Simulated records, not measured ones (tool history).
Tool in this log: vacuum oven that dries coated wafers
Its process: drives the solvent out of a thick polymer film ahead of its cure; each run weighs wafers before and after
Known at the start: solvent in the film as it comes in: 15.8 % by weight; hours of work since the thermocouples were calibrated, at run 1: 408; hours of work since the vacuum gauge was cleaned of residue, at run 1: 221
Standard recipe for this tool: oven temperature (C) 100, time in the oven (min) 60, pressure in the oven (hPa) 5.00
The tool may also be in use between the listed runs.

run	hour	oven temperature (C)	time in the oven (min)	pressure in the oven (hPa)	hours of work since the thermocouples were calibrated	hours of work since the vacuum gauge was cleaned of residue	solvent left in the film (%)
1	0.0	100	60	5.00	408	221	0.69
2	26.2	100	60	5.00	420	233	0.67
3	45.7	100	60	5.00	429	242	0.66
4	75.2	89	60	5.00	442	255	1.86
5	97.9	89	60	5.00	453	266	1.85
6	135.2	89	60	5.00	470	283	1.90
7	161.9	89	60	5.00	482	295	1.84
8	196.3	89	60	5.00	498	311	1.90
9	214.3	89	60	5.00	506	319	1.85
10	244.1	100	60	5.00	520	333	0.73
11	281.4	100	60	3.99	537	350	0.68
12	318.7	100	60	5.00	554	367	0.74
13	350.3	97	60	5.00	568	381	0.95
14	378.2	97	60	5.00	581	394	0.98
# hour 382.7: oven's thermocouples calibrated
15	397.0	94	61	5.41	7	402	1.30
16	429.3	105	61	5.41	21	417	0.42
17	456.3	95	52	14.92	34	429	1.95
18	473.2	91	60	10.56	41	437	1.88
19	505.4	91	60	10.56	56	452	1.92
# hour 509.5: oven's thermocouples calibrated, once more
20	542.0	91	60	10.56	15	467	1.61
21	560.6	101	32	16.13	23	476	2.47
22	591.2	100	55	5.00	37	490	0.79
23	609.9	100	60	11.20	46	498	0.73
24	627.0	113	34	4.80	54	506	0.78
25	657.7	104	60	5.00	68	520	0.44
26	693.3	100	81	7.00	84	537	0.39
27	721.8	100	81	7.00	97	550	0.38

Each row is a separate what-if for the run after 27, all from the same tool condition, not one after another. Results?
A	752.3	110	32	7.56	111	564	?
B	752.3	105	81	3.23	111	564	?
C	752.3	107	81	7.00	111	564	?
D	752.3	113	99	16.11	111	564	?
E	752.3	106	97	5.00	111	564	?

run	solvent left in the film (%)
A	1.23
B	0.20
C	0.21
D	0.27
E	0.15
With no hidden state in the tool, these same runs would have given:
run	solvent left in the film (%)
A	1.24
B	0.19
C	0.19
D	0.26
E	0.14

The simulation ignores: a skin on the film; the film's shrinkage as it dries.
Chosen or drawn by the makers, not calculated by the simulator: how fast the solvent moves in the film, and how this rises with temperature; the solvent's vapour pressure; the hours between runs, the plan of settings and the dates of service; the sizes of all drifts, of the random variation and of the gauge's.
